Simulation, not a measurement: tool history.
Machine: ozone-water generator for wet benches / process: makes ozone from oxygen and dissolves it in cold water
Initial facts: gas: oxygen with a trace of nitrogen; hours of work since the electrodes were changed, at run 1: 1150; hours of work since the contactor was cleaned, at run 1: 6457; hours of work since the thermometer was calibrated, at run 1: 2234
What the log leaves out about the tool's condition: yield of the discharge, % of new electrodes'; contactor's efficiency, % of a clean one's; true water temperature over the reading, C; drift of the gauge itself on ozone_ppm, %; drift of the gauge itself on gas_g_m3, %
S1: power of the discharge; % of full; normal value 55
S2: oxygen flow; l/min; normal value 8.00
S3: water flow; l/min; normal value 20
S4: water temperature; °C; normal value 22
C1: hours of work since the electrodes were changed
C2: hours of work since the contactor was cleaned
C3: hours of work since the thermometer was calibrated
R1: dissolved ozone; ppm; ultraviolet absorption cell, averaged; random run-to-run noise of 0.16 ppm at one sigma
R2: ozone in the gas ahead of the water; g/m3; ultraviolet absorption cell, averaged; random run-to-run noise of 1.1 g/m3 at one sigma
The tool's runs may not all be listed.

{"run": 1, "hour": 0.0, "S1": 55, "S2": 8.0, "S3": 20, "S4": 22, "C1": 1150, "C2": 6457, "C3": 2234, "R1": 18.9, "R2": 198.1}
{"run": 2, "hour": 17.5, "S1": 55, "S2": 8.0, "S3": 20, "S4": 30, "C1": 1166, "C2": 6473, "C3": 2250, "R1": 16.2, "R2": 195.4}
{"run": 3, "hour": 45.3, "S1": 55, "S2": 7.26, "S3": 20, "S4": 22, "C1": 1192, "C2": 6499, "C3": 2276, "R1": 19.0, "R2": 206.4}
{"run": 4, "hour": 72.3, "S1": 55, "S2": 7.26, "S3": 20, "S4": 22, "C1": 1217, "C2": 6524, "C3": 2301, "R1": 19.1, "R2": 205.4}
{"run": 5, "hour": 108.0, "S1": 55, "S2": 8.0, "S3": 20, "S4": 22, "C1": 1250, "C2": 6558, "C3": 2335, "R1": 18.7, "R2": 194.2}
{"run": 6, "hour": 125.7, "S1": 73, "S2": 8.0, "S3": 20, "S4": 22, "C1": 1266, "C2": 6574, "C3": 2351, "R1": 24.0, "R2": 247.7}
{"run": 7, "hour": 145.5, "S1": 51, "S2": 8.0, "S3": 20, "S4": 22, "C1": 1285, "C2": 6592, "C3": 2369, "R1": 17.4, "R2": 181.6}
{"run": 8, "hour": 173.6, "S1": 51, "S2": 8.0, "S3": 20, "S4": 21, "C1": 1311, "C2": 6619, "C3": 2396, "R1": 18.0, "R2": 182.6}
{"run": 9, "hour": 203.4, "S1": 51, "S2": 8.0, "S3": 20, "S4": 21, "C1": 1339, "C2": 6646, "C3": 2423, "R1": 17.5, "R2": 182.1}
{"hour": 210.5, "done": "contactor cleaned"}
{"run": 10, "hour": 237.1, "S1": 68, "S2": 8.0, "S3": 20, "S4": 22, "C1": 1366, "C2": 25, "C3": 2451, "R1": 22.1, "R2": 230.6}
{"run": 11, "hour": 256.9, "S1": 68, "S2": 8.0, "S3": 20, "S4": 22, "C1": 1385, "C2": 43, "C3": 2469, "R1": 22.0, "R2": 230.3}
{"run": 12, "hour": 281.5, "S1": 55, "S2": 8.0, "S3": 20, "S4": 22, "C1": 1407, "C2": 66, "C3": 2492, "R1": 18.5, "R2": 193.8}
{"run": 13, "hour": 299.0, "S1": 59, "S2": 8.0, "S3": 20, "S4": 22, "C1": 1424, "C2": 82, "C3": 2508, "R1": 19.8, "R2": 206.1}
{"run": 14, "hour": 322.0, "S1": 59, "S2": 8.0, "S3": 20, "S4": 22, "C1": 1445, "C2": 104, "C3": 2530, "R1": 19.5, "R2": 206.5}
{"run": 15, "hour": 348.9, "S1": 59, "S2": 8.0, "S3": 20, "S4": 22, "C1": 1470, "C2": 129, "C3": 2555, "R1": 19.6, "R2": 205.6}
{"run": 16, "hour": 383.5, "S1": 55, "S2": 8.0, "S3": 20, "S4": 20, "C1": 1502, "C2": 161, "C3": 2587, "R1": 19.1, "R2": 192.4}
{"run": 17, "hour": 420.3, "S1": 56, "S2": 8.0, "S3": 20, "S4": 20, "C1": 1536, "C2": 195, "C3": 2621, "R1": 19.4, "R2": 195.8}
{"hour": 426.8, "done": "contactor cleaned, once more"}
{"run": 18, "hour": 445.3, "S1": 65, "S2": 8.0, "S3": 20, "S4": 20, "C1": 1556, "C2": 17, "C3": 2641, "R1": 23.4, "R2": 220.9}
{"run": 19, "hour": 467.9, "S1": 61, "S2": 7.12, "S3": 20, "S4": 22, "C1": 1577, "C2": 38, "C3": 2662, "R1": 21.7, "R2": 226.2}
{"run": 20, "hour": 497.1, "S1": 97, "S2": 7.12, "S3": 12, "S4": 22, "C1": 1604, "C2": 65, "C3": 2689, "R1": 44.8, "R2": 331.1}
{"run": 21, "hour": 516.6, "S1": 97, "S2": 7.12, "S3": 12, "S4": 22, "C1": 1622, "C2": 83, "C3": 2707, "R1": 44.2, "R2": 330.0}
{"run": 22, "hour": 533.5, "S1": 55, "S2": 9.45, "S3": 12, "S4": 16, "C1": 1638, "C2": 99, "C3": 2723, "R1": 29.1, "R2": 173.6}
{"run": 23, "hour": 571.7, "S1": 52, "S2": 8.53, "S3": 17, "S4": 16, "C1": 1673, "C2": 135, "C3": 2758, "R1": 22.7, "R2": 176.5}
{"run": 24, "hour": 602.8, "S1": 52, "S2": 8.53, "S3": 17, "S4": 16, "C1": 1702, "C2": 164, "C3": 2787, "R1": 22.9, "R2": 174.2}
{"run": 25, "hour": 619.9, "S1": 55, "S2": 9.26, "S3": 20, "S4": 22, "C1": 1718, "C2": 179, "C3": 2803, "R1": 18.6, "R2": 176.7}
{"run": 26, "hour": 646.0, "S1": 55, "S2": 9.26, "S3": 20, "S4": 22, "C1": 1742, "C2": 204, "C3": 2827, "R1": 18.4, "R2": 176.3}
{"run": 27, "hour": 681.3, "S1": 55, "S2": 8.0, "S3": 24, "S4": 18, "C1": 1775, "C2": 237, "C3": 2860, "R1": 17.9, "R2": 194.8}
{"run": 28, "hour": 716.8, "S1": 55, "S2": 8.0, "S3": 24, "S4": 17, "C1": 1808, "C2": 269, "C3": 2893, "R1": 18.2, "R2": 191.9}
{"run": 29, "hour": 740.4, "S1": 42, "S2": 8.25, "S3": 24, "S4": 17, "C1": 1830, "C2": 291, "C3": 2915, "R1": 14.6, "R2": 150.8}
{"run": 30, "hour": 768.6, "S1": 55, "S2": 12.07, "S3": 20, "S4": 17, "C1": 1856, "C2": 318, "C3": 2941, "R1": 19.3, "R2": 148.8}
{"run": 31, "hour": 790.1, "S1": 42, "S2": 10.66, "S3": 26, "S4": 20, "C1": 1876, "C2": 338, "C3": 2961, "R1": 12.5, "R2": 128.6}
{"run": 32, "hour": 809.3, "S1": 54, "S2": 5.71, "S3": 20, "S4": 22, "C1": 1894, "C2": 355, "C3": 2979, "R1": 19.8, "R2": 233.2}

Hidden condition of the tool, last listed run before each entry between runs versus first listed run after:
Between runs 9 and 10: contactor cleaned (hour 210.5)
  yield of the discharge, % of new electrodes': 97.3 -> 97.2; contactor's efficiency, % of a clean one's: 92.1 -> 91.3
  difference, measured minus the result without the unlogged condition, R1: -1.4 -> -2.0 ppm; R2: -3.8 -> -6.5 g/m3
Between runs 17 and 18: contactor cleaned, once more (hour 426.8)
  contactor's efficiency, % of a clean one's: 91.1 -> 98.8
  difference, measured minus the result without the unlogged condition, R1: -1.8 -> -1.0 ppm; R2: -5.3 -> -7.1 g/m3
